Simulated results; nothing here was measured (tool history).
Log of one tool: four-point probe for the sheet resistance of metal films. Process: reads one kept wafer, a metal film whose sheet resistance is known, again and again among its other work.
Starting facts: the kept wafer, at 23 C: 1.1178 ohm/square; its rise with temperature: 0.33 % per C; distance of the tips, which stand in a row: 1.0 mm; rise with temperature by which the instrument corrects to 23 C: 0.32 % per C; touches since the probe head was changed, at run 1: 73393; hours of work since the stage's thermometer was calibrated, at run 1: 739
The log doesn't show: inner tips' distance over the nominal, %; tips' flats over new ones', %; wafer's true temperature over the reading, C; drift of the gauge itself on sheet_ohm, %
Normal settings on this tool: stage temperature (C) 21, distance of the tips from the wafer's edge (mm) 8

| run | hour | stage temperature (C) | distance of the tips from the wafer's edge (mm) | touches since the probe head was changed | hours of work since the stage's thermometer was calibrated | sheet resistance as the instrument gives it (ohm/square) |
|---|---|---|---|---|---|---|
| 1 | 0 | 21 | 8 | 73393 | 739 | 1.140122 |
| 2 | 49.7 | 33 | 8 | 75598 | 776 | 1.141527 |
| 3 | 73.4 | 21 | 33 | 76645 | 793 | 1.131254 |
| 4 | 112.2 | 21 | 33 | 78364 | 822 | 1.131684 |
| 5 | 161.5 | 21 | 33 | 80551 | 858 | 1.131387 |
| 6 | 208.4 | 21 | 33 | 82629 | 893 | 1.131554 |
| 7 | 252.9 | 21 | 9 | 84599 | 925 | 1.138437 |
| 8 | 289.9 | 21 | 9 | 86238 | 953 | 1.138664 |
| 9 | 338.7 | 21 | 9 | 88403 | 989 | 1.13876 |
| 10 | 384.1 | 21 | 49 | 90413 | 1022 | 1.131975 |
| 11 | 416.3 | 21 | 13 | 91842 | 1046 | 1.135827 |
| 12 | 471.6 | 21 | 13 | 94291 | 1087 | 1.135539 |
| 13 | 506.7 | 21 | 13 | 95849 | 1112 | 1.135493 |
| 14 | 563.9 | 21 | 8 | 98382 | 1155 | 1.141372 |
| 15 | 620.1 | 21 | 29 | 100873 | 1196 | 1.132739 |
| 16 | 673.1 | 21 | 8 | 103223 | 1235 | 1.142007 |
| 17 | 723.6 | 21 | 8 | 105461 | 1272 | 1.142411 |
| 18 | 759.1 | 24 | 8 | 107034 | 1299 | 1.142325 |
| 19 | 784.7 | 24 | 8 | 108170 | 1318 | 1.142454 |
| 20 | 825.4 | 24 | 8 | 109973 | 1348 | 1.142462 |
| 21 | 854.5 | 21 | 8 | 111259 | 1369 | 1.142588 |
|  | 858.8 | stage's thermometer calibrated |
| 22 | 901.2 | 21 | 8 | 113306 | 31 | 1.1423 |
| 23 | 948.1 | 21 | 50 | 115388 | 66 | 1.132888 |
|  | 958.8 | stage's thermometer calibrated, once more |
| 24 | 978.2 | 19 | 4 | 116697 | 14 | 1.171554 |
| 25 | 1019.2 | 19 | 4 | 118517 | 45 | 1.171336 |
| 26 | 1072.5 | 22 | 10 | 120879 | 84 | 1.141517 |
| 27 | 1116.3 | 26 | 5 | 122818 | 116 | 1.15962 |
| 28 | 1168.1 | 26 | 5 | 125113 | 154 | 1.159992 |
| 29 | 1198.5 | 29 | 14 | 126461 | 177 | 1.139756 |
| 30 | 1239.5 | 29 | 14 | 128278 | 207 | 1.139869 |
| 31 | 1289.3 | 28 | 29 | 130485 | 244 | 1.137073 |
| 32 | 1320.9 | 24 | 41 | 131884 | 267 | 1.135941 |
| 33 | 1351.6 | 31 | 6 | 133246 | 290 | 1.153908 |
| 34 | 1392.6 | 34 | 29 | 135063 | 320 | 1.138193 |
| 35 | 1449.9 | 29 | 56 | 137600 | 362 | 1.136823 |
| 36 | 1493.9 | 29 | 56 | 139550 | 395 | 1.137461 |
| 37 | 1542 | 28 | 6 | 141682 | 430 | 1.153694 |
| 38 | 1579.4 | 21 | 14 | 143342 | 458 | 1.139662 |
| 39 | 1635.4 | 21 | 14 | 145821 | 499 | 1.13937 |
| 40 | 1665.7 | 25 | 43 | 147166 | 521 | 1.137834 |
| 41 | 1716.5 | 25 | 43 | 149417 | 559 | 1.137795 |
| 42 | 1745.9 | 25 | 43 | 150721 | 580 | 1.137611 |
| 43 | 1772.5 | 25 | 43 | 151896 | 600 | 1.137403 |
| 44 | 1800.6 | 23 | 3 | 153143 | 621 | 1.201042 |
| 45 | 1846.5 | 21 | 21 | 155178 | 655 | 1.138256 |

Each row is a separate what-if for the run after 45, all from the same tool condition, not one after another. Results?
| A | 1869.9 | 20 | 68 | 156213 | 672 | ? |
| B | 1869.9 | 20 | 58 | 156213 | 672 | ? |
| C | 1869.9 | 31 | 10 | 156213 | 672 | ? |

| run | sheet resistance as the instrument gives it (ohm/square) |
|---|---|
| A | 1.137272 |
| B | 1.137252 |
| C | 1.144355 |
With no hidden state in the tool, these same runs would have given:
| run | sheet resistance as the instrument gives it (ohm/square) |
|---|---|
| A | 1.117491 |
| B | 1.117472 |
| C | 1.124432 |

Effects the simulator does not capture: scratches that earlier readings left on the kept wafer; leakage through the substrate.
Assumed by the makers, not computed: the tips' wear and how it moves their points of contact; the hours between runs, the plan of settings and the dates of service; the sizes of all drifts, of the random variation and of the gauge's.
